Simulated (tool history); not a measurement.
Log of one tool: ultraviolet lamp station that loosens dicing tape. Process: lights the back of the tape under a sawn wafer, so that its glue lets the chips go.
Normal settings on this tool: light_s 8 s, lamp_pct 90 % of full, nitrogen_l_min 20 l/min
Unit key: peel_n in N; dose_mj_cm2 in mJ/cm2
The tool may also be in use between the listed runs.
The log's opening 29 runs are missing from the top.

run,hour,light_s,lamp_pct,nitrogen_l_min,hours of work of the lamp,hours of work since the window was cleaned,peel_n,dose_mj_cm2
30,933,5,75,20,799,471,1.116,214
31,951.7,5,75,20,814,486,1.13,210
32,973.4,8,90,9,831,502,0.735,407
33,994.5,8,90,9,847,519,0.763,396
34,1028.5,4,90,16,873,545,1.309,197
35,1055,11,79,16,894,565,0.387,470
36,1095.7,11,79,16,925,597,0.397,464
37,1118.6,5,79,20,943,614,1.156,208
38,1151,10,79,8,968,639,0.74,411
39,1172.4,5,90,9,984,656,1.403,231
# hour 1194.5: window cleaned of glue's vapour
40,1194.6,8,90,28,1001,0,0.379,401
41,1237.8,7,90,20,1034,33,0.572,346
42,1264.6,12,90,18,1055,54,0.238,595
43,1288.9,12,90,14,1074,73,0.301,588

Consider 4 possible next runs. They are alternatives, not a sequence: every one starts from the tool as it was left by run 43. What does each give?
A,1314.7,12,86,14,1094,93,?,?
B,1314.7,13,62,9,1094,93,?,?
C,1314.7,13,96,14,1094,93,?,?
D,1314.7,6,90,20,1094,93,?,?

run,peel_n,dose_mj_cm2
A,0.321,556
B,0.673,441
C,0.241,677
D,0.753,292
What these runs would have given with no unlogged condition in the tool:
run,peel_n,dose_mj_cm2
A,0.198,765
B,0.401,605
C,0.166,931
D,0.454,401
